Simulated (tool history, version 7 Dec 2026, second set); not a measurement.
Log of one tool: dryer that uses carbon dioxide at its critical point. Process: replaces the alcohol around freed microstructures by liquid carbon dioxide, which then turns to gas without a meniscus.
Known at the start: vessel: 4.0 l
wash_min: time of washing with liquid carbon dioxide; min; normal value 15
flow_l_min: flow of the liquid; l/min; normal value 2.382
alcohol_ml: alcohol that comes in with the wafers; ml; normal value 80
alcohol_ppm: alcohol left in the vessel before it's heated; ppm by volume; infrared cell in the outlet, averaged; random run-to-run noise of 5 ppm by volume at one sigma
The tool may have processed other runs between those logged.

{"run": 1, "hour": 0.0, "wash_min": 15, "flow_l_min": 2.382, "alcohol_ml": 80, "alcohol_ppm": 29}
{"run": 2, "hour": 17.9, "wash_min": 15, "flow_l_min": 2.26, "alcohol_ml": 80, "alcohol_ppm": 35}
{"run": 3, "hour": 45.0, "wash_min": 15, "flow_l_min": 2.26, "alcohol_ml": 80, "alcohol_ppm": 47}
{"run": 4, "hour": 73.6, "wash_min": 15, "flow_l_min": 2.26, "alcohol_ml": 80, "alcohol_ppm": 47}
{"run": 5, "hour": 107.7, "wash_min": 15, "flow_l_min": 2.41, "alcohol_ml": 80, "alcohol_ppm": 51}
{"run": 6, "hour": 143.9, "wash_min": 15, "flow_l_min": 1.73, "alcohol_ml": 80, "alcohol_ppm": 225}
{"hour": 149.1, "done": "inlet filter changed"}
{"run": 7, "hour": 180.3, "wash_min": 15, "flow_l_min": 1.73, "alcohol_ml": 80, "alcohol_ppm": 122}
{"run": 8, "hour": 196.7, "wash_min": 15, "flow_l_min": 2.382, "alcohol_ml": 80, "alcohol_ppm": 71}
{"run": 9, "hour": 230.9, "wash_min": 15, "flow_l_min": 2.382, "alcohol_ml": 80, "alcohol_ppm": 80}
{"run": 10, "hour": 256.9, "wash_min": 10, "flow_l_min": 2.382, "alcohol_ml": 80, "alcohol_ppm": 196}
{"run": 11, "hour": 293.3, "wash_min": 15, "flow_l_min": 2.382, "alcohol_ml": 80, "alcohol_ppm": 100}
{"run": 12, "hour": 330.6, "wash_min": 15, "flow_l_min": 2.382, "alcohol_ml": 80, "alcohol_ppm": 120}
{"run": 13, "hour": 366.0, "wash_min": 15, "flow_l_min": 2.382, "alcohol_ml": 80, "alcohol_ppm": 118}
{"run": 14, "hour": 397.3, "wash_min": 15, "flow_l_min": 2.382, "alcohol_ml": 25, "alcohol_ppm": 116}
{"hour": 414.5, "done": "inlet filter changed"}
{"run": 15, "hour": 423.2, "wash_min": 15, "flow_l_min": 2.382, "alcohol_ml": 25, "alcohol_ppm": 116}
{"run": 16, "hour": 458.0, "wash_min": 15, "flow_l_min": 2.382, "alcohol_ml": 25, "alcohol_ppm": 131}
{"run": 17, "hour": 480.8, "wash_min": 12, "flow_l_min": 2.382, "alcohol_ml": 25, "alcohol_ppm": 140}
{"run": 18, "hour": 516.4, "wash_min": 12, "flow_l_min": 2.382, "alcohol_ml": 25, "alcohol_ppm": 151}
{"run": 19, "hour": 534.4, "wash_min": 12, "flow_l_min": 2.382, "alcohol_ml": 25, "alcohol_ppm": 157}
{"run": 20, "hour": 557.2, "wash_min": 17, "flow_l_min": 2.382, "alcohol_ml": 80, "alcohol_ppm": 161}
{"run": 21, "hour": 576.5, "wash_min": 17, "flow_l_min": 2.382, "alcohol_ml": 80, "alcohol_ppm": 162}
{"run": 22, "hour": 608.2, "wash_min": 17, "flow_l_min": 2.382, "alcohol_ml": 80, "alcohol_ppm": 169}
{"run": 23, "hour": 641.0, "wash_min": 17, "flow_l_min": 2.382, "alcohol_ml": 80, "alcohol_ppm": 173}
{"run": 24, "hour": 676.3, "wash_min": 17, "flow_l_min": 2.382, "alcohol_ml": 80, "alcohol_ppm": 182}
{"hour": 679.3, "done": "inlet filter changed"}
{"run": 25, "hour": 702.8, "wash_min": 24, "flow_l_min": 3.18, "alcohol_ml": 83, "alcohol_ppm": 192}
{"run": 26, "hour": 735.9, "wash_min": 10, "flow_l_min": 2.382, "alcohol_ml": 22, "alcohol_ppm": 224}
{"run": 27, "hour": 765.5, "wash_min": 16, "flow_l_min": 1.88, "alcohol_ml": 80, "alcohol_ppm": 232}
{"run": 28, "hour": 795.2, "wash_min": 15, "flow_l_min": 3.24, "alcohol_ml": 80, "alcohol_ppm": 211}
{"run": 29, "hour": 817.0, "wash_min": 15, "flow_l_min": 3.24, "alcohol_ml": 80, "alcohol_ppm": 213}
{"run": 30, "hour": 835.5, "wash_min": 14, "flow_l_min": 3.24, "alcohol_ml": 23, "alcohol_ppm": 209}
{"run": 31, "hour": 871.5, "wash_min": 14, "flow_l_min": 1.64, "alcohol_ml": 30, "alcohol_ppm": 302}
{"run": 32, "hour": 906.7, "wash_min": 15, "flow_l_min": 2.45, "alcohol_ml": 80, "alcohol_ppm": 245}
{"run": 33, "hour": 941.7, "wash_min": 15, "flow_l_min": 3.15, "alcohol_ml": 64, "alcohol_ppm": 247}
{"hour": 944.3, "done": "inlet filter changed"}
{"run": 34, "hour": 962.0, "wash_min": 15, "flow_l_min": 3.43, "alcohol_ml": 23, "alcohol_ppm": 247}
{"run": 35, "hour": 991.2, "wash_min": 15, "flow_l_min": 3.43, "alcohol_ml": 23, "alcohol_ppm": 268}
{"hour": 998.0, "done": "purifier's bed changed"}
{"run": 36, "hour": 1024.4, "wash_min": 15, "flow_l_min": 2.382, "alcohol_ml": 112, "alcohol_ppm": 22}
{"run": 37, "hour": 1051.0, "wash_min": 15, "flow_l_min": 2.17, "alcohol_ml": 69, "alcohol_ppm": 33}
{"run": 38, "hour": 1069.1, "wash_min": 13, "flow_l_min": 3.65, "alcohol_ml": 80, "alcohol_ppm": 24}
{"run": 39, "hour": 1103.5, "wash_min": 13, "flow_l_min": 3.65, "alcohol_ml": 80, "alcohol_ppm": 32}
{"run": 40, "hour": 1131.7, "wash_min": 19, "flow_l_min": 1.69, "alcohol_ml": 28, "alcohol_ppm": 54}
{"run": 41, "hour": 1157.7, "wash_min": 20, "flow_l_min": 2.57, "alcohol_ml": 104, "alcohol_ppm": 39}
{"run": 42, "hour": 1192.2, "wash_min": 20, "flow_l_min": 2.57, "alcohol_ml": 104, "alcohol_ppm": 52}
{"hour": 1213.4, "done": "inlet filter changed"}
{"run": 43, "hour": 1220.3, "wash_min": 13, "flow_l_min": 3.82, "alcohol_ml": 42, "alcohol_ppm": 48}
{"run": 44, "hour": 1248.4, "wash_min": 22, "flow_l_min": 1.52, "alcohol_ml": 70, "alcohol_ppm": 69}
{"run": 45, "hour": 1269.3, "wash_min": 10, "flow_l_min": 1.81, "alcohol_ml": 56, "alcohol_ppm": 336}
{"run": 46, "hour": 1295.0, "wash_min": 10, "flow_l_min": 1.81, "alcohol_ml": 56, "alcohol_ppm": 361}
{"run": 47, "hour": 1310.9, "wash_min": 13, "flow_l_min": 1.52, "alcohol_ml": 72, "alcohol_ppm": 366}

For each run, the measured value with the value that run would have given without the tool's hidden condition subtracted. The run-to-run variation is shared by both, the gauge scatter possibly not:
The tool's hidden condition here consists of: flow that reaches the vessel past the clogged filter, %; alcohol in the recycled carbon dioxide, ppm; drift of the gauge itself on alcohol_ppm, %.
run=1 alcohol_ppm=+15
run=2 alcohol_ppm=+24
run=3 alcohol_ppm=+32
run=4 alcohol_ppm=+42
run=5 alcohol_ppm=+48
run=6 alcohol_ppm=+156
run=7 alcohol_ppm=+63
run=8 alcohol_ppm=+59
run=9 alcohol_ppm=+69
run=10 alcohol_ppm=+110
run=11 alcohol_ppm=+89
run=12 alcohol_ppm=+98
run=13 alcohol_ppm=+107
run=14 alcohol_ppm=+108
run=15 alcohol_ppm=+112
run=16 alcohol_ppm=+123
run=17 alcohol_ppm=+131
run=18 alcohol_ppm=+139
run=19 alcohol_ppm=+146
run=20 alcohol_ppm=+150
run=21 alcohol_ppm=+151
run=22 alcohol_ppm=+163
run=23 alcohol_ppm=+169
run=24 alcohol_ppm=+178
run=25 alcohol_ppm=+183
run=26 alcohol_ppm=+194
run=27 alcohol_ppm=+202
run=28 alcohol_ppm=+205
run=29 alcohol_ppm=+207
run=30 alcohol_ppm=+208
run=31 alcohol_ppm=+258
run=32 alcohol_ppm=+240
run=33 alcohol_ppm=+243
run=34 alcohol_ppm=+241
run=35 alcohol_ppm=+254
run=36 alcohol_ppm=+10
run=37 alcohol_ppm=+19
run=38 alcohol_ppm=+18
run=39 alcohol_ppm=+25
run=40 alcohol_ppm=+37
run=41 alcohol_ppm=+39
run=42 alcohol_ppm=+48
run=43 alcohol_ppm=+48
run=44 alcohol_ppm=+59
run=45 alcohol_ppm=+102
run=46 alcohol_ppm=+127
run=47 alcohol_ppm=+142
